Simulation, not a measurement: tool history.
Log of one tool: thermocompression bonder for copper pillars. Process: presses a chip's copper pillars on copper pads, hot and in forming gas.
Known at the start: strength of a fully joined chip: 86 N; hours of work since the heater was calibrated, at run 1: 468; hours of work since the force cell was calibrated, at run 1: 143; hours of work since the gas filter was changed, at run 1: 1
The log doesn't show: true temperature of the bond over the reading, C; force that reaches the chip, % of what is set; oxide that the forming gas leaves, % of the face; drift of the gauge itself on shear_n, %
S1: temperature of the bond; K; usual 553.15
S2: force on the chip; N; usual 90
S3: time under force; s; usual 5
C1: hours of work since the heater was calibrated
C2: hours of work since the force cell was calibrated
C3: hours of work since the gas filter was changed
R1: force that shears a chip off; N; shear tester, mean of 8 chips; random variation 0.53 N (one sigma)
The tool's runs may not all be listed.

Run 1, hour 0: usual settings; C1 468; C2 143; C3 1. Result: R1 48.9 N.
Run 2, hour 7.4: usual settings but S3 6 s; C1 473; C2 148; C3 6. Result: R1 52.1 N.
Run 3, hour 15.6: usual settings but S2 80 N; C1 477; C2 152; C3 10. Result: R1 43.3 N.
Run 4, hour 26.4: usual settings but S2 80 N; C1 483; C2 158; C3 16. Result: R1 43.3 N.
At hour 29: force cell calibrated.
Run 5, hour 39: usual settings; C1 489; C2 6; C3 23. Result: R1 48.2 N.
Run 6, hour 47.3: usual settings but S3 4 s; C1 494; C2 10; C3 27. Result: R1 44.8 N.

Run 7 comes next. What will it give?
At hour 51: force cell calibrated, once more.
Run 7, hour 57.2: usual settings but S3 4 s; C1 499; C2 4; C3 32. Result: R1 ?.

R1: 43.5 N
Without the tool's hidden state the same run would have given R1 42.9 N.
